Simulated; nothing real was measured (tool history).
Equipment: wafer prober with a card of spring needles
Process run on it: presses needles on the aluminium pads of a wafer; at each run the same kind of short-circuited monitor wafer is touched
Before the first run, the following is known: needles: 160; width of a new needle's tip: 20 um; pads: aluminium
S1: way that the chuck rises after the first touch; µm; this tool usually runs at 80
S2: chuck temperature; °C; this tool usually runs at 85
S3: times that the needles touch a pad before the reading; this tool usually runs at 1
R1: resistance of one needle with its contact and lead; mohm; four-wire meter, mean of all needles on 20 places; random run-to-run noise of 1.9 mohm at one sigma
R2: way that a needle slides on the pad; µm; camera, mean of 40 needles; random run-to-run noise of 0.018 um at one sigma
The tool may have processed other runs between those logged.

run 1 hour=0 | S1=80 S2=85 S3=1 | R1=259 R2=17.4
-- hour=8.7 tips cleaned on abrasive film
run 2 hour=27.3 | S1=80 S2=85 S3=1 | R1=267 R2=17.36
-- hour=30.1 tips cleaned on abrasive film
run 3 hour=48.2 | S1=72 S2=85 S3=1 | R1=266 R2=15.59
-- hour=52 tips cleaned on abrasive film
-- hour=76.1 tips cleaned on abrasive film
run 4 hour=80.6 | S1=95 S2=85 S3=1 | R1=245 R2=20.55
run 5 hour=94.9 | S1=95 S2=85 S3=1 | R1=255 R2=20.6
-- hour=97.6 tips cleaned on abrasive film
-- hour=114.4 tips cleaned on abrasive film, once more
run 6 hour=129.9 | S1=80 S2=85 S3=1 | R1=257 R2=17.25
-- hour=137 tips cleaned on abrasive film
run 7 hour=146.3 | S1=80 S2=85 S3=1 | R1=252 R2=17.27
-- hour=158.9 tips cleaned on abrasive film
run 8 hour=179.2 | S1=80 S2=85 S3=1 | R1=260 R2=17.25
-- hour=182.2 tips cleaned on abrasive film
-- hour=204.4 tips cleaned on abrasive film
run 9 hour=207.9 | S1=80 S2=85 S3=1 | R1=245 R2=17.2
-- hour=225.9 tips cleaned on abrasive film
run 10 hour=226.6 | S1=80 S2=85 S3=1 | R1=235 R2=17.17
-- hour=249.7 tips cleaned on abrasive film
run 11 hour=253.1 | S1=80 S2=85 S3=1 | R1=245 R2=17.2
run 12 hour=267.2 | S1=78 S2=85 S3=1 | R1=261 R2=16.74
-- hour=271.8 tips cleaned on abrasive film
-- hour=294.5 tips cleaned on abrasive film
run 13 hour=301.8 | S1=78 S2=85 S3=1 | R1=251 R2=16.76
-- hour=316.1 tips cleaned on abrasive film
run 14 hour=327.8 | S1=78 S2=85 S3=1 | R1=252 R2=16.7
-- hour=337.9 tips cleaned on abrasive film
run 15 hour=355.5 | S1=78 S2=85 S3=1 | R1=264 R2=16.73
-- hour=359.4 tips cleaned on abrasive film
run 16 hour=373.4 | S1=80 S2=39 S3=1 | R1=250 R2=17.14
-- hour=381.3 tips cleaned on abrasive film
run 17 hour=389.4 | S1=89 S2=85 S3=1 | R1=246 R2=19.1
-- hour=403.4 tips cleaned on abrasive film
-- hour=403.7 height of the first contact set anew
run 18 hour=409.7 | S1=96 S2=26 S3=3 | R1=224 R2=21.01

What does the tool deliver on the next run?
run 19 hour=424.2 | S1=96 S2=26 S3=3 | R1=? R2=?

R1: 224 mohm
R2: 21 µm
Were there no unlogged condition in the tool, this run, its random variation unchanged, would have produced R1 217 mohm, R2 21 µm.
